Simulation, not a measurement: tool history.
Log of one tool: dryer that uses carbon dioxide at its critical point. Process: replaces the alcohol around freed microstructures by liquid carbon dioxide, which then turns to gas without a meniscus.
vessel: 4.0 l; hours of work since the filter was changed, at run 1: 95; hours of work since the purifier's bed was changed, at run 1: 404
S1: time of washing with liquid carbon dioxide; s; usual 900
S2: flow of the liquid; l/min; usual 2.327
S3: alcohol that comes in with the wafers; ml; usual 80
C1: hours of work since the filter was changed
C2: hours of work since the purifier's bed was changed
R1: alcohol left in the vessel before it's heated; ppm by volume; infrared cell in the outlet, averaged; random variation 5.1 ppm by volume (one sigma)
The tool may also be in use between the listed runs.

{"run": 1, "hour": 0.0, "S1": 900, "S2": 2.327, "S3": 80, "C1": 95, "C2": 404, "R1": 95}
{"run": 2, "hour": 22.2, "S1": 900, "S2": 3.28, "S3": 80, "C1": 107, "C2": 416, "R1": 41}
{"run": 3, "hour": 35.4, "S1": 900, "S2": 3.28, "S3": 80, "C1": 115, "C2": 423, "R1": 52}
{"run": 4, "hour": 50.1, "S1": 900, "S2": 3.28, "S3": 80, "C1": 123, "C2": 432, "R1": 54}
{"run": 5, "hour": 64.2, "S1": 900, "S2": 2.327, "S3": 80, "C1": 131, "C2": 440, "R1": 107}
{"run": 6, "hour": 78.0, "S1": 900, "S2": 1.79, "S3": 80, "C1": 139, "C2": 447, "R1": 239}
{"run": 7, "hour": 100.3, "S1": 660, "S2": 2.327, "S3": 80, "C1": 151, "C2": 460, "R1": 295}
{"run": 8, "hour": 112.6, "S1": 660, "S2": 2.327, "S3": 80, "C1": 158, "C2": 467, "R1": 299}
{"run": 9, "hour": 128.3, "S1": 900, "S2": 2.327, "S3": 37, "C1": 167, "C2": 476, "R1": 75}
{"run": 10, "hour": 151.1, "S1": 900, "S2": 2.327, "S3": 80, "C1": 180, "C2": 489, "R1": 104}
{"run": 11, "hour": 160.8, "S1": 900, "S2": 2.327, "S3": 80, "C1": 185, "C2": 494, "R1": 99}
{"run": 12, "hour": 183.4, "S1": 900, "S2": 2.327, "S3": 66, "C1": 198, "C2": 507, "R1": 97}
{"run": 13, "hour": 198.0, "S1": 900, "S2": 2.66, "S3": 66, "C1": 206, "C2": 515, "R1": 71}
{"run": 14, "hour": 211.2, "S1": 900, "S2": 2.66, "S3": 66, "C1": 214, "C2": 522, "R1": 70}
{"run": 15, "hour": 222.4, "S1": 900, "S2": 2.66, "S3": 66, "C1": 220, "C2": 529, "R1": 79}
{"run": 16, "hour": 232.8, "S1": 900, "S2": 2.327, "S3": 80, "C1": 226, "C2": 534, "R1": 112}
{"run": 17, "hour": 245.3, "S1": 900, "S2": 2.327, "S3": 80, "C1": 233, "C2": 541, "R1": 115}
{"run": 18, "hour": 259.6, "S1": 900, "S2": 2.327, "S3": 80, "C1": 241, "C2": 550, "R1": 110}
{"run": 19, "hour": 277.9, "S1": 900, "S2": 2.327, "S3": 80, "C1": 251, "C2": 560, "R1": 110}
{"run": 20, "hour": 290.9, "S1": 1260, "S2": 1.85, "S3": 98, "C1": 258, "C2": 567, "R1": 95}
{"run": 21, "hour": 312.5, "S1": 600, "S2": 2.64, "S3": 30, "C1": 271, "C2": 579, "R1": 154}
{"run": 22, "hour": 325.2, "S1": 600, "S2": 1.67, "S3": 47, "C1": 278, "C2": 586, "R1": 752}
{"run": 23, "hour": 344.5, "S1": 900, "S2": 2.65, "S3": 111, "C1": 289, "C2": 597, "R1": 102}
{"run": 24, "hour": 358.0, "S1": 900, "S2": 2.65, "S3": 111, "C1": 296, "C2": 605, "R1": 102}
{"run": 25, "hour": 376.6, "S1": 900, "S2": 2.65, "S3": 111, "C1": 307, "C2": 615, "R1": 101}
{"run": 26, "hour": 387.9, "S1": 600, "S2": 2.55, "S3": 26, "C1": 313, "C2": 622, "R1": 155}
{"run": 27, "hour": 404.0, "S1": 840, "S2": 1.55, "S3": 105, "C1": 322, "C2": 631, "R1": 756}
{"run": 28, "hour": 413.5, "S1": 900, "S2": 3.09, "S3": 80, "C1": 327, "C2": 636, "R1": 81}
{"run": 29, "hour": 425.5, "S1": 540, "S2": 2.18, "S3": 40, "C1": 334, "C2": 643, "R1": 433}
{"run": 30, "hour": 440.9, "S1": 540, "S2": 2.18, "S3": 40, "C1": 343, "C2": 651, "R1": 445}
{"run": 31, "hour": 450.6, "S1": 1440, "S2": 3.43, "S3": 62, "C1": 348, "C2": 657, "R1": 52}
{"hour": 465.0, "done": "inlet filter changed"}
{"run": 32, "hour": 472.1, "S1": 1440, "S2": 3.43, "S3": 62, "C1": 4, "C2": 668, "R1": 68}
{"run": 33, "hour": 483.7, "S1": 1440, "S2": 3.43, "S3": 62, "C1": 10, "C2": 675, "R1": 66}
{"run": 34, "hour": 493.3, "S1": 1440, "S2": 3.43, "S3": 62, "C1": 16, "C2": 680, "R1": 62}
{"run": 35, "hour": 513.7, "S1": 1440, "S2": 3.43, "S3": 62, "C1": 27, "C2": 692, "R1": 85}
{"run": 36, "hour": 532.5, "S1": 900, "S2": 2.327, "S3": 20, "C1": 38, "C2": 702, "R1": 85}
{"run": 37, "hour": 553.7, "S1": 900, "S2": 2.327, "S3": 20, "C1": 50, "C2": 714, "R1": 90}

4 ways to go on from here, each from the tool as it stands after run 37. What would each give?
{"run": "A", "hour": 572.2, "S1": 900, "S2": 2.78, "S3": 80, "C1": 60, "C2": 725, "R1": "?"}
{"run": "B", "hour": 572.2, "S1": 900, "S2": 2.327, "S3": 45, "C1": 60, "C2": 725, "R1": "?"}
{"run": "C", "hour": 572.2, "S1": 1020, "S2": 2.327, "S3": 80, "C1": 60, "C2": 725, "R1": "?"}
{"run": "D", "hour": 572.2, "S1": 840, "S2": 3.19, "S3": 93, "C1": 60, "C2": 725, "R1": "?"}

run=A R1=88
run=B R1=94
run=C R1=94
run=D R1=80
Without the tool's hidden state the same runs would have given:
run=A R1=17
run=B R1=21
run=C R1=22
run=D R1=10
